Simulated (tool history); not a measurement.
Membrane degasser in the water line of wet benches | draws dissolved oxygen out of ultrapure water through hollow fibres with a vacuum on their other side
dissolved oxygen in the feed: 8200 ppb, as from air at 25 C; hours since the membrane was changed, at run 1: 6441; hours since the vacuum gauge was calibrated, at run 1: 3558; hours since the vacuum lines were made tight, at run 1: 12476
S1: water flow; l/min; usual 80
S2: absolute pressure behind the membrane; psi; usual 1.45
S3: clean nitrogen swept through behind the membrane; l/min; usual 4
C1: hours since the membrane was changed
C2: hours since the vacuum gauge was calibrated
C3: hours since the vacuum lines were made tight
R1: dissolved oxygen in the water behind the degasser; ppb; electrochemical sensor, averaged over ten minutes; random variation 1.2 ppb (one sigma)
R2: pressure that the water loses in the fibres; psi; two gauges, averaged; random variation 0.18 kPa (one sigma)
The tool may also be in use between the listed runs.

| run | day | S1 | S2 | S3 | C1 | C2 | C3 | R1 | R2 |
|---|---|---|---|---|---|---|---|---|---|
| 1 | 0 | 80 | 1.45 | 4 | 6441 | 3558 | 12476 | 306.4 | 4.686 |
| 2 | 8.671 | 80 | 1.45 | 4 | 6650 | 3766 | 12684 | 306.4 | 4.702 |
| 3 | 15.379 | 49 | 1.45 | 4 | 6811 | 3927 | 12845 | 191.3 | 2.862 |
| 4 | 23.425 | 69 | 1.45 | 4 | 7004 | 4120 | 13038 | 265.9 | 3.986 |
| 5 | 33.546 | 80 | 1.45 | 4 | 7247 | 4363 | 13281 | 304.4 | 4.651 |
| 6 | 41 | 80 | 1.45 | 4 | 7426 | 4542 | 13460 | 305.2 | 4.609 |
| 7 | 51.329 | 80 | 1.45 | 4 | 7673 | 4790 | 13708 | 305.1 | 4.625 |
|  | 52.625 | seals of the vacuum lines changed |
| 8 | 57.921 | 49 | 1.45 | 4 | 7830 | 4946 | 127 | 192 | 2.889 |
| 9 | 63.45 | 49 | 1.45 | 4 | 7962 | 5079 | 260 | 189.9 | 2.854 |
| 10 | 72.917 | 49 | 1.45 | 5.82 | 8190 | 5306 | 487 | 135.1 | 2.895 |
| 11 | 82.796 | 49 | 1.45 | 5.82 | 8427 | 5543 | 724 | 135.2 | 2.835 |
|  | 83.817 | vacuum gauge calibrated |
| 12 | 90.812 | 49 | 1.45 | 5.82 | 8618 | 168 | 916 | 134.7 | 2.872 |
| 13 | 99.333 | 49 | 1.45 | 5.82 | 8823 | 372 | 1120 | 134.3 | 2.847 |
| 14 | 109.525 | 80 | 1.9 | 3.54 | 9068 | 617 | 1365 | 474 | 4.68 |
| 15 | 115.342 | 80 | 1.9 | 3.54 | 9207 | 757 | 1505 | 474.6 | 4.666 |
| 16 | 126.425 | 80 | 2.76 | 1.63 | 9473 | 1023 | 1771 | 1296.6 | 4.646 |
| 17 | 135.983 | 80 | 1.1 | 3.21 | 9703 | 1252 | 2000 | 243.5 | 4.638 |
| 18 | 141.654 | 80 | 1.1 | 3.21 | 9839 | 1388 | 2136 | 240.9 | 4.683 |
| 19 | 146.592 | 116 | 1.45 | 3.03 | 9957 | 1507 | 2255 | 535.3 | 6.788 |
| 20 | 153.575 | 116 | 1.45 | 3.03 | 10125 | 1674 | 2422 | 532.6 | 6.736 |

Measured less the same run without the tool's hidden state. The same run-to-run variation is in both; the gauge's scatter may not be:
The hidden state here: membrane still open, %; true pressure behind the membrane over the reading, kPa; air that leaks in behind the membrane, l/min; drift of the gauge itself on oxygen_ppb, %; drift of the gauge itself on loss_of_pressure_kpa, %.
| run | R1 |
|---|---|
| 1 | +0.3 |
| 2 | +0.1 |
| 3 | +0 |
| 4 | -0.2 |
| 5 | -0.5 |
| 6 | -0.7 |
| 7 | -0.9 |
| 8 | -0.7 |
| 9 | -0.8 |
| 10 | -0.6 |
| 11 | -0.7 |
| 12 | -0.9 |
| 13 | -1 |
| 14 | -3.9 |
| 15 | -4.1 |
| 16 | -12.6 |
| 17 | -2.3 |
| 18 | -2.5 |
| 19 | -5.7 |
| 20 | -6 |
R2: within 0.007 psi of the measured result in every run.

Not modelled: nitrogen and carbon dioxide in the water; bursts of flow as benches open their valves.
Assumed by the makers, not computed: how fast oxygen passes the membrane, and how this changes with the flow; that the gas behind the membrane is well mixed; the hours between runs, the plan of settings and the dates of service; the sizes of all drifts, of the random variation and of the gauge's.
